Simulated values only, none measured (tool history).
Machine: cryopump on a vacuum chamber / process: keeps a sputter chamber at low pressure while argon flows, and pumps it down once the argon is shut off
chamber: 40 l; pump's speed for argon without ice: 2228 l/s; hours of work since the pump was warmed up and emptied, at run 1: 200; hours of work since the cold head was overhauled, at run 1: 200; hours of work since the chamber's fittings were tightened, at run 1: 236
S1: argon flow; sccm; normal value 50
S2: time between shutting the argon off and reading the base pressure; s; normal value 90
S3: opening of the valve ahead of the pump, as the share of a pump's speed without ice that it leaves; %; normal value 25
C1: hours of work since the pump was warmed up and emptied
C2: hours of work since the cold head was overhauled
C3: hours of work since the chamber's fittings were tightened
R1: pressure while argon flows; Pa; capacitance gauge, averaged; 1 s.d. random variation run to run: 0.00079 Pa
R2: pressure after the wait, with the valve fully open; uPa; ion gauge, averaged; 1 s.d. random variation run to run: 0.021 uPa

| run | hour | S1 | S2 | S3 | C1 | C2 | C3 | R1 | R2 |
|---|---|---|---|---|---|---|---|---|---|
| 1 | 0.0 | 50 | 90 | 25 | 200 | 200 | 236 | 0.1553 | 0.63 |
| 2 | 17.1 | 50 | 90 | 25 | 209 | 209 | 245 | 0.1531 | 0.61 |
| 3 | 24.0 | 50 | 90 | 25 | 213 | 213 | 248 | 0.1555 | 0.58 |
| 4 | 35.8 | 50 | 90 | 25 | 219 | 219 | 254 | 0.1532 | 0.64 |
| 5 | 46.1 | 50 | 90 | 25 | 224 | 224 | 260 | 0.1556 | 0.67 |
| 6 | 60.2 | 50 | 90 | 25 | 231 | 231 | 267 | 0.1552 | 0.65 |
| 7 | 68.4 | 50 | 90 | 54 | 235 | 235 | 271 | 0.0728 | 0.64 |
| 8 | 78.1 | 50 | 90 | 54 | 241 | 241 | 276 | 0.0737 | 0.63 |
| 9 | 92.9 | 50 | 90 | 54 | 248 | 248 | 284 | 0.0738 | 0.67 |
| 10 | 106.0 | 50 | 90 | 54 | 255 | 255 | 291 | 0.0728 | 0.68 |
| 11 | 116.0 | 50 | 90 | 54 | 260 | 260 | 296 | 0.0729 | 0.65 |
| 12 | 128.8 | 50 | 90 | 54 | 267 | 267 | 302 | 0.0730 | 0.67 |
| 13 | 139.4 | 50 | 90 | 54 | 272 | 272 | 308 | 0.0743 | 0.64 |
| 14 | 149.1 | 50 | 90 | 19 | 277 | 277 | 313 | 0.2016 | 0.66 |
| 15 | 160.8 | 50 | 90 | 19 | 283 | 283 | 319 | 0.2024 | 0.70 |
| 16 | 171.9 | 35 | 133 | 45 | 289 | 289 | 325 | 0.0614 | 0.55 |
| 17 | 182.9 | 50 | 42 | 43 | 295 | 295 | 330 | 0.0920 | 1.07 |
| 18 | 196.4 | 26 | 25 | 21 | 302 | 302 | 337 | 0.0960 | 1.67 |
| 19 | 213.4 | 26 | 25 | 21 | 310 | 310 | 346 | 0.0952 | 1.73 |
| 20 | 220.8 | 50 | 81 | 20 | 314 | 314 | 350 | 0.1939 | 0.76 |
| 21 | 235.8 | 26 | 81 | 18 | 322 | 322 | 358 | 0.1114 | 0.78 |
| 22 | 244.4 | 61 | 134 | 25 | 327 | 327 | 362 | 0.1896 | 0.61 |
| 23 | 257.1 | 48 | 116 | 16 | 333 | 333 | 369 | 0.2302 | 0.64 |
| 24 | 272.6 | 28 | 47 | 34 | 341 | 341 | 377 | 0.0634 | 1.07 |

Below are 5 alternative next runs, each starting from the tool's condition after run 24. Predict each:
| A | 288.2 | 36 | 68 | 36 | 349 | 349 | 385 | ? | ? |
| B | 288.2 | 74 | 65 | 29 | 349 | 349 | 385 | ? | ? |
| C | 288.2 | 95 | 25 | 48 | 349 | 349 | 385 | ? | ? |
| D | 288.2 | 76 | 67 | 18 | 349 | 349 | 385 | ? | ? |
| E | 288.2 | 93 | 84 | 16 | 349 | 349 | 385 | ? | ? |

| run | R1 | R2 |
|---|---|---|
| A | 0.0789 | 0.87 |
| B | 0.2010 | 0.86 |
| C | 0.1587 | 1.73 |
| D | 0.3256 | 0.85 |
| E | 0.4474 | 0.70 |
The same runs, with their run-to-run variation unchanged, on a tool lacking any hidden condition would have given:
| run | R1 | R2 |
|---|---|---|
| A | 0.0756 | 0.69 |
| B | 0.1941 | 0.67 |
| C | 0.1499 | 1.54 |
| D | 0.3186 | 0.67 |
| E | 0.4388 | 0.52 |
